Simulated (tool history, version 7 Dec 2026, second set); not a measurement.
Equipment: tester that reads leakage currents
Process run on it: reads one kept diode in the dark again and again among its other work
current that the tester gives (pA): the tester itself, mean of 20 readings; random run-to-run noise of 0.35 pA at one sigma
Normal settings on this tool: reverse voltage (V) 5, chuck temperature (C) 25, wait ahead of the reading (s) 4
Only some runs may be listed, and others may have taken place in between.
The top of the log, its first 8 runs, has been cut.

run,hour,reverse voltage (V),chuck temperature (C),wait ahead of the reading (s),current that the tester gives (pA)
9,249.6,5,25,0.91,105.11
10,285.7,5,25,4,103.34
11,308.9,5,25,4,103.2
12,353.4,5,25,4,102.68
13,387.6,5,25,3.35,102.35
14,419.4,5,25,4,101.79
15,440.7,5,25,9.25,102.01
16,475.7,5,25,9.25,101.77
17,509.1,5,49,4,609.88
18,535.3,5,49,4,610.59
19,556,5,49,4,609.69
20,586.8,5,49,4,608.4
21,615.7,5,49,4,604.52
22,650.8,4.17,49,5.92,547.25
23,671.9,4.17,26,5.92,97.76
24,711.6,11.94,35,1.24,345.36

Run 25 comes next. What will it give?
25,753.4,11.94,35,1.24,?

{"run 25": {"current that the tester gives (pA)": 342.26}}
If the tool had no hidden condition, the same run with the same run-to-run variation would have returned current that the tester gives (pA) 391.53.
